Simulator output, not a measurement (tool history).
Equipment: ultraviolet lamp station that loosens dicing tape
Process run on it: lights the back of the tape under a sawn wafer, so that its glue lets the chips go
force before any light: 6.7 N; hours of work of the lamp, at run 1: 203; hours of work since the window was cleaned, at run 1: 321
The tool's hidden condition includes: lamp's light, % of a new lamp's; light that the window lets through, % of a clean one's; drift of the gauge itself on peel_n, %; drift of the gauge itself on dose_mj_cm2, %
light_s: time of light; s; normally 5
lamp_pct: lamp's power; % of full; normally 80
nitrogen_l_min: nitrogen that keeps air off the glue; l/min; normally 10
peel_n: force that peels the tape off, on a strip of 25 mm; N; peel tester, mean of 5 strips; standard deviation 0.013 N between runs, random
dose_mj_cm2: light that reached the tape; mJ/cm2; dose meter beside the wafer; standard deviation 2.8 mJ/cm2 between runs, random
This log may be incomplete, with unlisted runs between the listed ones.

run   hour  light_s  lamp_pct  nitrogen_l_min  hours of work of the lamp  hours of work since the window was cleaned  peel_n  dose_mj_cm2
  1    0.0        5        80              10                        203                                         321   0.611          386
  2   22.0        7        80              10                        215                                         333   0.335          538
  3   34.1        5        80              10                        222                                         340   0.612          386
      42.0  -- window cleaned of glue's vapour
  4   49.5        5        80              10                        230                                           4   0.593          388
  5   63.4        5        80              10                        237                                          12   0.578          388
  6   76.9        5        80              10                        245                                          19   0.572          387
  7   90.8        5        80              10                        252                                          27   0.593          389
  8  113.1        5        80              10                        265                                          39   0.575          389
  9  133.6        5        80              10                        276                                          50   0.589          390

What will run 10 give?
 10  144.1        5        80              10                        281                                          56       ?            ?

For run 10 the tool returned peel_n 0.583 N, dose_mj_cm2 385 mJ/cm2.
With the hidden condition absent and the run-to-run variation left alone, this run would have shown peel_n 0.581 N, dose_mj_cm2 385 mJ/cm2.
